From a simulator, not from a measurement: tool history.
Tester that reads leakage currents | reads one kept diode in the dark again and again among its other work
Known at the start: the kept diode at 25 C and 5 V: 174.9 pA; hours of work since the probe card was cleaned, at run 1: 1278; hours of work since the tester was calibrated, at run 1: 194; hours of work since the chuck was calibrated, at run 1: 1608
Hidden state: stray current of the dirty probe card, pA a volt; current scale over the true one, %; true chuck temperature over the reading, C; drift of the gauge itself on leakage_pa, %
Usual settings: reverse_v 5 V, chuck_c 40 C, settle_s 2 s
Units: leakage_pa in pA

run,hour,reverse_v,chuck_c,settle_s,hours of work since the probe card was cleaned,hours of work since the tester was calibrated,hours of work since the chuck was calibrated,leakage_pa
1,0,5,40,2,1278,194,1608,495.43
2,40.5,5,40,2,1298,213,1628,496.28
3,87.4,5,40,2,1320,236,1650,498.28
# hour 124.6: chuck's temperature calibrated
4,146.1,5,40,2,1347,262,10,495.22
5,215.8,5,40,2,1379,295,43,497.45
6,263,5,40,2,1402,318,65,496.31
7,316.9,1.97,40,2,1427,343,91,310.94
8,352.8,1.97,40,2,1444,360,108,311.34
9,385.4,1.97,40,2,1460,375,123,310.19
10,428.7,1.97,60,2,1480,396,144,1075.5
11,501,5,40,6.8,1514,430,178,497.63
12,575.1,5,40,0.85,1549,465,213,498.42
13,608.2,5,58,2,1565,481,228,1518.06
14,667.7,5,58,2,1593,509,257,1526.95
15,734.7,5,40,0.3,1625,540,288,501.09
16,769.6,5,40,0.3,1641,557,305,502.79
17,799.7,2.26,40,2,1655,571,319,333.5
18,852.7,2.26,40,2,1680,596,344,333.41
19,903.9,2.26,40,2,1705,620,368,333.07
20,966.3,2.26,40,2,1734,650,398,334.91
21,1007,2.26,40,2,1753,669,417,332.85
22,1057.3,6.05,25,0.4,1777,693,441,196.6
23,1089.8,3.09,35,0.4,1792,708,456,281.25
24,1134.8,3.09,35,0.4,1814,729,477,279.99
25,1197,3.09,35,0.4,1843,759,507,281.32
26,1253.3,3.09,35,0.4,1870,785,533,279.9
27,1295.4,6.14,30,0.4,1889,805,553,283.2
28,1325.4,6.14,30,0.4,1904,819,567,282.24
29,1374.5,2.07,25,4.12,1927,843,590,111.92
30,1411.6,2.07,25,4.12,1944,860,608,112.49
31,1451.9,2.07,25,4.12,1963,879,627,112.34
32,1526.6,4.24,45,3.57,1999,915,662,632.87
# hour 1570.2: probe card cleaned and baked
33,1598.5,5,22,0.7,13,947,695,142.25
34,1657.8,5,54,1.15,41,975,723,1204.08
35,1689.8,5,54,1.15,56,990,738,1199.39
36,1740.5,5,54,1.15,80,1014,762,1205.83
37,1794,9.55,26,0.77,106,1039,787,263.79
38,1839.9,12.35,46,4.34,127,1061,809,1152.81
39,1893.1,12.35,46,4.34,153,1086,834,1158.8

Forecast each of these 4 alternatives for the next run:
A,1954.1,12.35,46,1.79,181,1115,863,?
B,1954.1,2.09,36,0.9,181,1115,863,?
C,1954.1,12.35,46,1.82,181,1115,863,?
D,1954.1,12.35,24,4.34,181,1115,863,?

run,leakage_pa
A,1154.98
B,244.4
C,1155.45
D,258
Without the tool's hidden state the same runs would have given:
run,leakage_pa
A,1155.27
B,244.47
C,1155.73
D,258.04
